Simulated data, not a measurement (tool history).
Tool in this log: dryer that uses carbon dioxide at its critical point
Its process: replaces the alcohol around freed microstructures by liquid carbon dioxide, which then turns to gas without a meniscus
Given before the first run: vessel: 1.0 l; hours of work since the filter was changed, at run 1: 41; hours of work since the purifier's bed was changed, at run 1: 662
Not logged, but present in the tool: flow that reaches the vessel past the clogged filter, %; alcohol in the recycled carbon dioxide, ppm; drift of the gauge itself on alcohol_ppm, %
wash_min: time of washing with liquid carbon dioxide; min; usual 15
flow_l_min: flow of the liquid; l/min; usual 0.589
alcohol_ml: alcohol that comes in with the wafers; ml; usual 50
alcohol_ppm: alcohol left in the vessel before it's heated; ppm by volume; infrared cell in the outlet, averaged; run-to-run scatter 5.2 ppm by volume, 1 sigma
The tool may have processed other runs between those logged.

run    hour  wash_min  flow_l_min  alcohol_ml  hours of work since the filter was changed  hours of work since the purifier's bed was changed  alcohol_ppm
  1     0.0        15       0.589          50                                          41                                                 662          221
  2    22.8        15       0.589          88                                          53                                                 675          306
  3    54.9        15       0.589          88                                          71                                                 692          314
  4    84.8        15       0.589          88                                          87                                                 709          330
  5   116.7        15       0.452          50                                         105                                                 726          641
  6   148.2        15       0.452          50                                         122                                                 743          650
  7   169.4        15       0.452          50                                         133                                                 755          671
  8   204.4        15       0.452          50                                         153                                                 774          689
      217.2  -- inlet filter changed
  9   232.4        15       0.452          50                                           8                                                 789          569
 10   251.1        15       0.589          50                                          19                                                 799          245
 11   268.5        13       0.589          50                                          28                                                 809          367
 12   289.7        13       0.589          50                                          40                                                 820          389
 13   306.4        15       0.473          50                                          49                                                 829          529
 14   328.2        15       0.425          50                                          61                                                 841          804
 15   361.4        17       0.589          50                                          79                                                 860          222
 16   385.6        17       0.589          50                                          92                                                 873          222
 17   418.1        17       0.589          50                                         110                                                 891          231
 18   454.8        17       0.589          50                                         130                                                 911          234
 19   481.1        15       0.589          50                                         145                                                 925          314
      508.6  -- inlet filter changed
 20   509.0        15       0.589          50                                           0                                                 940          260
 21   541.2        15       0.589          50                                          18                                                 958          273
 22   570.2        15       0.589          50                                          34                                                 974          280
 23   598.4        15       0.479          50                                          49                                                 989          516
 24   625.9        15       0.479          50                                          64                                                1004          531
 25   663.4        15       0.589          50                                          85                                                1025          310
 26   689.6        18       0.589          68                                          99                                                1039          240
 27   717.0        13       0.568          50                                         114                                                1054          520
 28   748.3        17       0.754         106                                         131                                                1071          231
 29   767.9        14       0.589         116                                         142                                                1082          653
      799.4  -- inlet filter changed
 30   799.9        23       0.626          85                                           0                                                1099          212
 31   822.7        16       0.630          36                                          13                                                1111          238
 32   859.9        16       0.630          36                                          33                                                1132          252
 33   898.8        16       0.630          36                                          55                                                1153          255
 34   924.6        20       0.665          36                                          69                                                1167          220
 35   944.8        20       0.665          36                                          80                                                1178          235
 36   963.6        14       0.818          28                                          90                                                1189          249
 37   988.8        14       0.589          30                                         104                                                1202          337
 38  1020.2        10       0.827          30                                         121                                                1220          339
 39  1040.7        24       0.358          50                                         132                                                1231          408
 40  1071.0        21       0.518          50                                         149                                                1247          276
     1089.7  -- inlet filter changed
 41  1096.0        10       0.597          50                                           3                                                1261          929
 42  1112.3         9       0.417          95                                          12                                                1270         7048
 43  1132.6        16       0.589          50                                          24                                                1281          306
     1141.9  -- purifier's bed changed
 44  1160.5        23       0.851          50                                          37                                                  10           18
 45  1186.0        23       0.851          50                                          51                                                  24           22
 46  1220.0        15       0.589          47                                          70                                                  43          110
 47  1238.5        15       0.589          47                                          80                                                  53          115

Branching from run 47: 3 alternative next runs. What would each branch give?
  A  1276.3        13       0.420          75                                         101                                                  74            ?
  B  1276.3        22       0.778          50                                         101                                                  74            ?
  C  1276.3        19       0.589          47                                         101                                                  74            ?

run  alcohol_ppm
  A         1841
  B           15
  C           47
Had the tool no hidden state, the same runs would have come out as:
run  alcohol_ppm
  A         1528
  B            0
  C           26
